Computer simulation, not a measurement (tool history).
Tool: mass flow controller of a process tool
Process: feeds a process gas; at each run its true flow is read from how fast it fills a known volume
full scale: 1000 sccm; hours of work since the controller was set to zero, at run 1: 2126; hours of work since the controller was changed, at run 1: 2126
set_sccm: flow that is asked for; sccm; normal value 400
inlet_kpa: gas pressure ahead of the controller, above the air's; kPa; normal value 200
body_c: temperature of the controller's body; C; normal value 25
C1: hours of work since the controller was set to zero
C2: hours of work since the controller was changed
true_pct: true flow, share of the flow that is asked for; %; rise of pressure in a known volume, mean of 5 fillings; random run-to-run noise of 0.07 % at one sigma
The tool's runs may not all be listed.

{"run": 1, "hour": 0.0, "set_sccm": 400, "inlet_kpa": 200, "body_c": 25, "C1": 2126, "C2": 2126, "true_pct": 100.19}
{"run": 2, "hour": 45.6, "set_sccm": 400, "inlet_kpa": 200, "body_c": 25, "C1": 2162, "C2": 2162, "true_pct": 100.13}
{"run": 3, "hour": 90.4, "set_sccm": 400, "inlet_kpa": 200, "body_c": 25, "C1": 2197, "C2": 2197, "true_pct": 100.26}
{"run": 4, "hour": 135.2, "set_sccm": 400, "inlet_kpa": 200, "body_c": 25, "C1": 2232, "C2": 2232, "true_pct": 100.19}
{"run": 5, "hour": 192.2, "set_sccm": 400, "inlet_kpa": 200, "body_c": 25, "C1": 2277, "C2": 2277, "true_pct": 100.32}
{"run": 6, "hour": 285.0, "set_sccm": 400, "inlet_kpa": 200, "body_c": 25, "C1": 2349, "C2": 2349, "true_pct": 100.43}
{"run": 7, "hour": 343.3, "set_sccm": 400, "inlet_kpa": 200, "body_c": 25, "C1": 2395, "C2": 2395, "true_pct": 100.33}
{"run": 8, "hour": 391.4, "set_sccm": 232, "inlet_kpa": 200, "body_c": 25, "C1": 2433, "C2": 2433, "true_pct": 101.04}
{"run": 9, "hour": 436.8, "set_sccm": 660, "inlet_kpa": 200, "body_c": 25, "C1": 2468, "C2": 2468, "true_pct": 100.36}
{"run": 10, "hour": 539.1, "set_sccm": 400, "inlet_kpa": 196, "body_c": 25, "C1": 2549, "C2": 2549, "true_pct": 100.47}
{"run": 11, "hour": 625.7, "set_sccm": 400, "inlet_kpa": 196, "body_c": 25, "C1": 2616, "C2": 2616, "true_pct": 100.47}
{"run": 12, "hour": 688.1, "set_sccm": 400, "inlet_kpa": 155, "body_c": 25, "C1": 2665, "C2": 2665, "true_pct": 100.63}
{"run": 13, "hour": 741.2, "set_sccm": 400, "inlet_kpa": 200, "body_c": 25, "C1": 2707, "C2": 2707, "true_pct": 100.56}
{"run": 14, "hour": 815.2, "set_sccm": 400, "inlet_kpa": 200, "body_c": 25, "C1": 2765, "C2": 2765, "true_pct": 100.52}
{"run": 15, "hour": 907.6, "set_sccm": 400, "inlet_kpa": 200, "body_c": 25, "C1": 2837, "C2": 2837, "true_pct": 100.44}
{"run": 16, "hour": 964.3, "set_sccm": 400, "inlet_kpa": 200, "body_c": 25, "C1": 2882, "C2": 2882, "true_pct": 100.52}
{"run": 17, "hour": 1034.5, "set_sccm": 400, "inlet_kpa": 200, "body_c": 25, "C1": 2937, "C2": 2937, "true_pct": 100.62}
{"run": 18, "hour": 1096.6, "set_sccm": 400, "inlet_kpa": 200, "body_c": 25, "C1": 2985, "C2": 2985, "true_pct": 100.6}
{"run": 19, "hour": 1179.7, "set_sccm": 267, "inlet_kpa": 200, "body_c": 25, "C1": 3050, "C2": 3050, "true_pct": 101.12}
{"run": 20, "hour": 1256.6, "set_sccm": 267, "inlet_kpa": 200, "body_c": 25, "C1": 3111, "C2": 3111, "true_pct": 101.28}
{"run": 21, "hour": 1310.2, "set_sccm": 400, "inlet_kpa": 227, "body_c": 25, "C1": 3153, "C2": 3153, "true_pct": 100.73}
{"run": 22, "hour": 1362.6, "set_sccm": 400, "inlet_kpa": 200, "body_c": 25, "C1": 3194, "C2": 3194, "true_pct": 100.71}
{"run": 23, "hour": 1419.2, "set_sccm": 400, "inlet_kpa": 200, "body_c": 24, "C1": 3238, "C2": 3238, "true_pct": 100.64}
{"run": 24, "hour": 1516.4, "set_sccm": 400, "inlet_kpa": 200, "body_c": 24, "C1": 3314, "C2": 3314, "true_pct": 100.82}
{"hour": 1525.5, "done": "controller's zero set anew"}
{"run": 25, "hour": 1574.9, "set_sccm": 400, "inlet_kpa": 200, "body_c": 24, "C1": 39, "C2": 3360, "true_pct": 101.89}
{"run": 26, "hour": 1625.0, "set_sccm": 400, "inlet_kpa": 145, "body_c": 25, "C1": 78, "C2": 3399, "true_pct": 102.0}
{"run": 27, "hour": 1673.1, "set_sccm": 636, "inlet_kpa": 232, "body_c": 25, "C1": 116, "C2": 3436, "true_pct": 101.12}
{"run": 28, "hour": 1751.9, "set_sccm": 636, "inlet_kpa": 232, "body_c": 25, "C1": 177, "C2": 3498, "true_pct": 101.11}
{"run": 29, "hour": 1841.8, "set_sccm": 636, "inlet_kpa": 232, "body_c": 25, "C1": 248, "C2": 3569, "true_pct": 101.16}
{"run": 30, "hour": 1904.2, "set_sccm": 274, "inlet_kpa": 227, "body_c": 34, "C1": 297, "C2": 3618, "true_pct": 103.16}
{"run": 31, "hour": 1968.9, "set_sccm": 587, "inlet_kpa": 200, "body_c": 27, "C1": 347, "C2": 3668, "true_pct": 101.42}
{"run": 32, "hour": 2014.5, "set_sccm": 587, "inlet_kpa": 200, "body_c": 27, "C1": 383, "C2": 3704, "true_pct": 101.56}
{"hour": 2083.9, "done": "controller's zero set anew, once more"}
{"run": 33, "hour": 2108.4, "set_sccm": 587, "inlet_kpa": 200, "body_c": 27, "C1": 19, "C2": 3777, "true_pct": 99.61}
{"run": 34, "hour": 2186.9, "set_sccm": 587, "inlet_kpa": 246, "body_c": 40, "C1": 81, "C2": 3839, "true_pct": 99.82}
{"run": 35, "hour": 2286.6, "set_sccm": 108, "inlet_kpa": 200, "body_c": 21, "C1": 159, "C2": 3917, "true_pct": 98.99}
{"run": 36, "hour": 2330.2, "set_sccm": 400, "inlet_kpa": 167, "body_c": 21, "C1": 193, "C2": 3951, "true_pct": 99.29}
{"run": 37, "hour": 2414.3, "set_sccm": 530, "inlet_kpa": 167, "body_c": 33, "C1": 259, "C2": 4017, "true_pct": 99.97}
{"run": 38, "hour": 2488.7, "set_sccm": 530, "inlet_kpa": 167, "body_c": 33, "C1": 317, "C2": 4075, "true_pct": 100.09}
{"run": 39, "hour": 2540.7, "set_sccm": 400, "inlet_kpa": 261, "body_c": 28, "C1": 358, "C2": 4116, "true_pct": 99.27}
{"run": 40, "hour": 2631.9, "set_sccm": 455, "inlet_kpa": 200, "body_c": 25, "C1": 429, "C2": 4187, "true_pct": 99.66}
{"run": 41, "hour": 2680.4, "set_sccm": 455, "inlet_kpa": 200, "body_c": 25, "C1": 467, "C2": 4225, "true_pct": 99.67}
{"run": 42, "hour": 2767.4, "set_sccm": 117, "inlet_kpa": 203, "body_c": 29, "C1": 535, "C2": 4293, "true_pct": 99.9}
{"run": 43, "hour": 2846.7, "set_sccm": 117, "inlet_kpa": 203, "body_c": 29, "C1": 598, "C2": 4355, "true_pct": 100.0}
{"run": 44, "hour": 2928.8, "set_sccm": 117, "inlet_kpa": 155, "body_c": 29, "C1": 662, "C2": 4420, "true_pct": 100.48}
{"run": 45, "hour": 2985.2, "set_sccm": 400, "inlet_kpa": 241, "body_c": 34, "C1": 706, "C2": 4464, "true_pct": 99.88}
{"run": 46, "hour": 3038.0, "set_sccm": 400, "inlet_kpa": 200, "body_c": 40, "C1": 747, "C2": 4505, "true_pct": 100.12}
{"run": 47, "hour": 3085.5, "set_sccm": 254, "inlet_kpa": 200, "body_c": 29, "C1": 785, "C2": 4543, "true_pct": 99.88}
{"run": 48, "hour": 3143.4, "set_sccm": 254, "inlet_kpa": 200, "body_c": 29, "C1": 830, "C2": 4588, "true_pct": 99.74}
{"run": 49, "hour": 3212.8, "set_sccm": 124, "inlet_kpa": 269, "body_c": 28, "C1": 884, "C2": 4642, "true_pct": 100.09}

What if the next run were any one of these 3? Each begins from the tool's condition after run 49:
{"run": "A", "hour": 3315.4, "set_sccm": 450, "inlet_kpa": 154, "body_c": 33, "C1": 965, "C2": 4723, "true_pct": "?"}
{"run": "B", "hour": 3315.4, "set_sccm": 107, "inlet_kpa": 219, "body_c": 25, "C1": 965, "C2": 4723, "true_pct": "?"}
{"run": "C", "hour": 3315.4, "set_sccm": 400, "inlet_kpa": 236, "body_c": 25, "C1": 965, "C2": 4723, "true_pct": "?"}

run=A true_pct=100.20
run=B true_pct=100.72
run=C true_pct=99.60
With no hidden state in the tool, these same runs would have given:
run=A true_pct=99.43
run=B true_pct=98.58
run=C true_pct=98.77
